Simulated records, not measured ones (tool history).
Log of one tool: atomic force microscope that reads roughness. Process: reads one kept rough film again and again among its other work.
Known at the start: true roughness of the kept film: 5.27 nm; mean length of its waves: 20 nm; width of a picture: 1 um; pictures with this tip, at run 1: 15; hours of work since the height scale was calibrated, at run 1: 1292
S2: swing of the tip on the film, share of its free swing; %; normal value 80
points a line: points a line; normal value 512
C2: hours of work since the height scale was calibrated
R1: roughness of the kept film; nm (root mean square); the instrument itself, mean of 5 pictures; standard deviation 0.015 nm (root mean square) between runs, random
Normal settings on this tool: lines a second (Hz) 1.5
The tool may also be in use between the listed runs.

run 1 hour=0 | lines_a_second_(Hz)=1.5 S2=80 points_a_line=512 | pictures_with_this_tip=15 C2=1292 | R1=3.58
run 2 hour=53.5 | lines_a_second_(Hz)=0.87 S2=80 points_a_line=512 | pictures_with_this_tip=96 C2=1316 | R1=3.073
run 3 hour=125.5 | lines_a_second_(Hz)=0.87 S2=80 points_a_line=512 | pictures_with_this_tip=206 C2=1347 | R1=2.384
-- hour=152.3 new tip fitted
run 4 hour=180.8 | lines_a_second_(Hz)=0.87 S2=80 points_a_line=512 | pictures_with_this_tip=43 C2=1371 | R1=3.514
run 5 hour=235 | lines_a_second_(Hz)=0.87 S2=80 points_a_line=512 | pictures_with_this_tip=126 C2=1395 | R1=2.865
run 6 hour=276.1 | lines_a_second_(Hz)=0.87 S2=80 points_a_line=512 | pictures_with_this_tip=188 C2=1413 | R1=2.526
-- hour=308.9 new tip fitted
run 7 hour=331.7 | lines_a_second_(Hz)=1.5 S2=80 points_a_line=512 | pictures_with_this_tip=34 C2=1437 | R1=3.417
run 8 hour=377.7 | lines_a_second_(Hz)=1.5 S2=80 points_a_line=512 | pictures_with_this_tip=104 C2=1458 | R1=2.884
run 9 hour=435.8 | lines_a_second_(Hz)=1.5 S2=80 points_a_line=512 | pictures_with_this_tip=193 C2=1483 | R1=2.409
-- hour=467.3 new tip fitted
run 10 hour=485 | lines_a_second_(Hz)=1.5 S2=80 points_a_line=512 | pictures_with_this_tip=27 C2=1504 | R1=3.488
run 11 hour=532.8 | lines_a_second_(Hz)=1.5 S2=59 points_a_line=512 | pictures_with_this_tip=99 C2=1525 | R1=3.157
run 12 hour=565.3 | lines_a_second_(Hz)=1.5 S2=59 points_a_line=512 | pictures_with_this_tip=149 C2=1540 | R1=2.816
run 13 hour=612.3 | lines_a_second_(Hz)=3.66 S2=80 points_a_line=512 | pictures_with_this_tip=220 C2=1560 | R1=2.001
-- hour=624 new tip fitted
run 14 hour=689.1 | lines_a_second_(Hz)=3.66 S2=80 points_a_line=512 | pictures_with_this_tip=98 C2=1594 | R1=2.505
run 15 hour=761.1 | lines_a_second_(Hz)=1.5 S2=80 points_a_line=512 | pictures_with_this_tip=208 C2=1625 | R1=2.299
-- hour=780 new tip fitted
run 16 hour=834.3 | lines_a_second_(Hz)=1.5 S2=80 points_a_line=512 | pictures_with_this_tip=83 C2=1657 | R1=2.969
run 17 hour=882.8 | lines_a_second_(Hz)=1.5 S2=82 points_a_line=512 | pictures_with_this_tip=156 C2=1679 | R1=2.487
-- hour=940.7 new tip fitted
run 18 hour=956.9 | lines_a_second_(Hz)=1.5 S2=74 points_a_line=512 | pictures_with_this_tip=24 C2=1711 | R1=3.583
run 19 hour=1028.1 | lines_a_second_(Hz)=1.5 S2=74 points_a_line=512 | pictures_with_this_tip=133 C2=1742 | R1=2.774
run 20 hour=1066.2 | lines_a_second_(Hz)=0.63 S2=80 points_a_line=888 | pictures_with_this_tip=191 C2=1759 | R1=2.565
-- hour=1096.7 new tip fitted
run 21 hour=1106.3 | lines_a_second_(Hz)=0.63 S2=80 points_a_line=888 | pictures_with_this_tip=15 C2=1776 | R1=3.816
run 22 hour=1165.6 | lines_a_second_(Hz)=0.79 S2=80 points_a_line=475 | pictures_with_this_tip=105 C2=1802 | R1=2.966
run 23 hour=1206.8 | lines_a_second_(Hz)=1.5 S2=80 points_a_line=349 | pictures_with_this_tip=168 C2=1820 | R1=2.455
-- hour=1252 new tip fitted
run 24 hour=1253.3 | lines_a_second_(Hz)=1.53 S2=80 points_a_line=512 | pictures_with_this_tip=2 C2=1841 | R1=3.723
run 25 hour=1309.4 | lines_a_second_(Hz)=1.53 S2=80 points_a_line=512 | pictures_with_this_tip=87 C2=1865 | R1=2.99
run 26 hour=1355.4 | lines_a_second_(Hz)=1.53 S2=80 points_a_line=512 | pictures_with_this_tip=157 C2=1885 | R1=2.542
-- hour=1411.3 new tip fitted
run 27 hour=1427.4 | lines_a_second_(Hz)=1.53 S2=80 points_a_line=512 | pictures_with_this_tip=24 C2=1917 | R1=3.568
-- hour=1469.2 height scale calibrated on a step standard
run 28 hour=1500.6 | lines_a_second_(Hz)=1.5 S2=79 points_a_line=995 | pictures_with_this_tip=134 C2=14 | R1=2.721
run 29 hour=1547.9 | lines_a_second_(Hz)=1.5 S2=79 points_a_line=995 | pictures_with_this_tip=206 C2=35 | R1=2.349
-- hour=1570.1 new tip fitted
run 30 hour=1593.1 | lines_a_second_(Hz)=2.11 S2=82 points_a_line=660 | pictures_with_this_tip=35 C2=54 | R1=3.142
run 31 hour=1660.6 | lines_a_second_(Hz)=2.11 S2=82 points_a_line=660 | pictures_with_this_tip=138 C2=84 | R1=2.461
run 32 hour=1702 | lines_a_second_(Hz)=2.11 S2=82 points_a_line=660 | pictures_with_this_tip=201 C2=102 | R1=2.166
-- hour=1728.1 new tip fitted
run 33 hour=1755.4 | lines_a_second_(Hz)=0.67 S2=85 points_a_line=398 | pictures_with_this_tip=41 C2=125 | R1=3.432
run 34 hour=1822.7 | lines_a_second_(Hz)=1.61 S2=85 points_a_line=398 | pictures_with_this_tip=143 C2=155 | R1=2.492
run 35 hour=1870.8 | lines_a_second_(Hz)=1.74 S2=74 points_a_line=676 | pictures_with_this_tip=217 C2=176 | R1=2.318
-- hour=1888.1 new tip fitted
run 36 hour=1902.8 | lines_a_second_(Hz)=0.92 S2=58 points_a_line=512 | pictures_with_this_tip=23 C2=190 | R1=3.743
run 37 hour=1946.6 | lines_a_second_(Hz)=0.68 S2=67 points_a_line=277 | pictures_with_this_tip=89 C2=209 | R1=3.13

Subtracting, for every run, the result it would have given without the tool's unlogged condition from the measured result gives the following. The same run-to-run variation enters both numbers; the gauge's scatter may not:
Hidden state present: radius of the tip, nm; height scale over the true one, %; drift of the gauge itself on roughness_nm, %.
run=1 R1=-0.142
run=2 R1=-0.827
run=3 R1=-1.502
run=4 R1=-0.395
run=5 R1=-1.051
run=6 R1=-1.34
run=7 R1=-0.297
run=8 R1=-0.827
run=9 R1=-1.333
run=10 R1=-0.245
run=11 R1=-0.871
run=12 R1=-1.202
run=13 R1=-1.264
run=14 R1=-0.75
run=15 R1=-1.432
run=16 R1=-0.729
run=17 R1=-1.178
run=18 R1=-0.238
run=19 R1=-1.063
run=20 R1=-1.429
run=21 R1=-0.167
run=22 R1=-0.937
run=23 R1=-1.247
run=24 R1=-0.001
run=25 R1=-0.747
run=26 R1=-1.179
run=27 R1=-0.188
run=28 R1=-1.033
run=29 R1=-1.421
run=30 R1=-0.417
run=31 R1=-1.095
run=32 R1=-1.373
run=33 R1=-0.428
run=34 R1=-1.075
run=35 R1=-1.468
run=36 R1=-0.31
run=37 R1=-0.846
